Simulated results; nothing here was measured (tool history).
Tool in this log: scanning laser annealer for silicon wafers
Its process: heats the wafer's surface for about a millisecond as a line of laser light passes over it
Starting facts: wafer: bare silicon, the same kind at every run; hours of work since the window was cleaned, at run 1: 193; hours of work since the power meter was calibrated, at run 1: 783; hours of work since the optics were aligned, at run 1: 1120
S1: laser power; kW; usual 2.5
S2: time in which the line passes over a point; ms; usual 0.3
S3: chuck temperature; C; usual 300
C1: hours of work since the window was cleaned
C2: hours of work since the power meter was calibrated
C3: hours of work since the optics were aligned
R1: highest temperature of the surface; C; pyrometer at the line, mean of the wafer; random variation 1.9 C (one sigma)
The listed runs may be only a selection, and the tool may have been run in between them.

{"run": 1, "hour": 0.0, "S1": 2.5, "S2": 0.3, "S3": 300, "C1": 193, "C2": 783, "C3": 1120, "R1": 1053}
{"run": 2, "hour": 42.3, "S1": 2.5, "S2": 0.3, "S3": 300, "C1": 214, "C2": 804, "C3": 1140, "R1": 1050}
{"run": 3, "hour": 93.5, "S1": 2.5, "S2": 0.3, "S3": 300, "C1": 239, "C2": 830, "C3": 1166, "R1": 1047}
{"run": 4, "hour": 151.9, "S1": 2.5, "S2": 0.227, "S3": 300, "C1": 268, "C2": 858, "C3": 1195, "R1": 949}
{"run": 5, "hour": 195.0, "S1": 2.5, "S2": 0.227, "S3": 300, "C1": 290, "C2": 880, "C3": 1216, "R1": 944}
{"run": 6, "hour": 235.8, "S1": 2.434, "S2": 0.227, "S3": 300, "C1": 310, "C2": 900, "C3": 1236, "R1": 924}
{"run": 7, "hour": 306.3, "S1": 2.434, "S2": 0.227, "S3": 300, "C1": 345, "C2": 935, "C3": 1271, "R1": 920}
{"run": 8, "hour": 357.4, "S1": 2.434, "S2": 0.227, "S3": 300, "C1": 370, "C2": 960, "C3": 1296, "R1": 919}
{"hour": 365.4, "done": "optics aligned, line set to its width"}
{"run": 9, "hour": 394.7, "S1": 2.434, "S2": 0.227, "S3": 300, "C1": 386, "C2": 976, "C3": 15, "R1": 926}
{"run": 10, "hour": 445.9, "S1": 2.434, "S2": 0.227, "S3": 300, "C1": 411, "C2": 1001, "C3": 40, "R1": 922}
{"run": 11, "hour": 502.4, "S1": 2.5, "S2": 0.3, "S3": 300, "C1": 439, "C2": 1029, "C3": 68, "R1": 1043}
{"run": 12, "hour": 559.0, "S1": 2.5, "S2": 0.3, "S3": 300, "C1": 467, "C2": 1057, "C3": 96, "R1": 1038}
{"run": 13, "hour": 602.1, "S1": 2.5, "S2": 0.303, "S3": 300, "C1": 489, "C2": 1079, "C3": 117, "R1": 1041}
{"run": 14, "hour": 656.4, "S1": 2.5, "S2": 0.303, "S3": 300, "C1": 515, "C2": 1106, "C3": 144, "R1": 1039}
{"run": 15, "hour": 718.2, "S1": 2.5, "S2": 0.303, "S3": 300, "C1": 546, "C2": 1136, "C3": 174, "R1": 1034}
{"run": 16, "hour": 778.1, "S1": 2.5, "S2": 0.3, "S3": 300, "C1": 576, "C2": 1166, "C3": 204, "R1": 1031}
{"run": 17, "hour": 841.9, "S1": 2.729, "S2": 0.3, "S3": 300, "C1": 607, "C2": 1197, "C3": 236, "R1": 1113}
{"run": 18, "hour": 909.1, "S1": 2.5, "S2": 0.3, "S3": 300, "C1": 640, "C2": 1230, "C3": 269, "R1": 1025}
{"hour": 936.8, "done": "window over the wafer cleaned"}
{"run": 19, "hour": 962.5, "S1": 2.5, "S2": 0.3, "S3": 300, "C1": 13, "C2": 1256, "C3": 294, "R1": 1072}
{"run": 20, "hour": 994.0, "S1": 2.62, "S2": 0.3, "S3": 286, "C1": 28, "C2": 1271, "C3": 310, "R1": 1105}
{"run": 21, "hour": 1052.8, "S1": 2.5, "S2": 0.278, "S3": 330, "C1": 57, "C2": 1301, "C3": 339, "R1": 1065}
{"run": 22, "hour": 1119.2, "S1": 2.5, "S2": 0.278, "S3": 330, "C1": 90, "C2": 1333, "C3": 372, "R1": 1063}
{"run": 23, "hour": 1183.3, "S1": 2.5, "S2": 0.278, "S3": 330, "C1": 122, "C2": 1365, "C3": 404, "R1": 1062}
{"run": 24, "hour": 1248.5, "S1": 2.224, "S2": 0.222, "S3": 277, "C1": 154, "C2": 1397, "C3": 436, "R1": 837}
{"run": 25, "hour": 1314.5, "S1": 2.224, "S2": 0.222, "S3": 277, "C1": 187, "C2": 1430, "C3": 468, "R1": 832}
{"run": 26, "hour": 1344.8, "S1": 2.146, "S2": 0.362, "S3": 269, "C1": 202, "C2": 1445, "C3": 483, "R1": 949}
{"run": 27, "hour": 1400.9, "S1": 2.146, "S2": 0.362, "S3": 269, "C1": 229, "C2": 1473, "C3": 511, "R1": 950}
{"run": 28, "hour": 1445.2, "S1": 2.146, "S2": 0.362, "S3": 269, "C1": 251, "C2": 1495, "C3": 533, "R1": 944}
{"run": 29, "hour": 1511.7, "S1": 2.603, "S2": 0.239, "S3": 332, "C1": 284, "C2": 1527, "C3": 566, "R1": 1036}
{"run": 30, "hour": 1561.2, "S1": 2.603, "S2": 0.239, "S3": 332, "C1": 309, "C2": 1552, "C3": 590, "R1": 1029}
{"run": 31, "hour": 1597.0, "S1": 2.537, "S2": 0.263, "S3": 331, "C1": 326, "C2": 1570, "C3": 608, "R1": 1038}
{"run": 32, "hour": 1639.6, "S1": 2.355, "S2": 0.3, "S3": 300, "C1": 348, "C2": 1591, "C3": 629, "R1": 986}
{"run": 33, "hour": 1673.2, "S1": 2.355, "S2": 0.3, "S3": 300, "C1": 364, "C2": 1607, "C3": 646, "R1": 986}
{"run": 34, "hour": 1705.8, "S1": 2.355, "S2": 0.3, "S3": 300, "C1": 380, "C2": 1623, "C3": 662, "R1": 984}
{"run": 35, "hour": 1749.8, "S1": 2.145, "S2": 0.3, "S3": 335, "C1": 402, "C2": 1645, "C3": 684, "R1": 939}
{"run": 36, "hour": 1796.1, "S1": 2.448, "S2": 0.211, "S3": 316, "C1": 425, "C2": 1668, "C3": 707, "R1": 913}
{"run": 37, "hour": 1866.8, "S1": 2.448, "S2": 0.254, "S3": 323, "C1": 460, "C2": 1703, "C3": 742, "R1": 975}
{"run": 38, "hour": 1918.8, "S1": 2.448, "S2": 0.254, "S3": 323, "C1": 486, "C2": 1729, "C3": 767, "R1": 973}

4 options for the next run, each taken on its own from the tool as it stands now. Forecast them:
{"run": "A", "hour": 1983.3, "S1": 2.671, "S2": 0.3, "S3": 310, "C1": 518, "C2": 1761, "C3": 799, "R1": "?"}
{"run": "B", "hour": 1983.3, "S1": 2.616, "S2": 0.239, "S3": 291, "C1": 518, "C2": 1761, "C3": 799, "R1": "?"}
{"run": "C", "hour": 1983.3, "S1": 2.448, "S2": 0.24, "S3": 323, "C1": 518, "C2": 1761, "C3": 799, "R1": "?"}
{"run": "D", "hour": 1983.3, "S1": 2.34, "S2": 0.254, "S3": 311, "C1": 518, "C2": 1761, "C3": 799, "R1": "?"}

run=A R1=1097
run=B R1=971
run=C R1=953
run=D R1=920
Take away the tool's hidden state, keep each run's random variation, and the runs would have read:
run=A R1=1162
run=B R1=1028
run=C R1=1005
run=D R1=971
